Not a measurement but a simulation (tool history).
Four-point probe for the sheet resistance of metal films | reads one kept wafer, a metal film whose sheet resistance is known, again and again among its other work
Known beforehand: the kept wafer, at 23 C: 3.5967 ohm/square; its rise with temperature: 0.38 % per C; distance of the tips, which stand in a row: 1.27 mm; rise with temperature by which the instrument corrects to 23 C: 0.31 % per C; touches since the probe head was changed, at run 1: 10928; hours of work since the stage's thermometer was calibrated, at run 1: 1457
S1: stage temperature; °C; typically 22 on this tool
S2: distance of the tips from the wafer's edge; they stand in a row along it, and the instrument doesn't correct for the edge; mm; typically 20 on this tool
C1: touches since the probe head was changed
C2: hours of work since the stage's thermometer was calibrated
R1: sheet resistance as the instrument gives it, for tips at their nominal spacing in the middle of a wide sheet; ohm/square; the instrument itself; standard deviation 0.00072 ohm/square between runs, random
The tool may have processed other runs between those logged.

run	hour	S1	S2	C1	C2	R1
1	0.0	22	20	10928	1457	3.587080
2	29.9	22	20	11443	1472	3.588981
3	60.1	22	20	11965	1487	3.586400
4	110.4	22	20	12834	1512	3.587671
5	142.5	22	20	13388	1528	3.586183
6	205.1	29	20	14469	1559	3.601761
7	246.8	29	20	15189	1580	3.603681
8	306.9	29	20	16225	1610	3.603142
9	350.1	29	20	16970	1632	3.600847
10	399.9	32	20	17831	1657	3.609675
11	449.9	32	20	18694	1681	3.607980

Expected results for the next run?
12	500.4	32	41	19565	1707	?

R1: 3.602721 ohm/square
Minus the tool's unlogged condition, the same run would have read R1 3.619528 ohm/square.
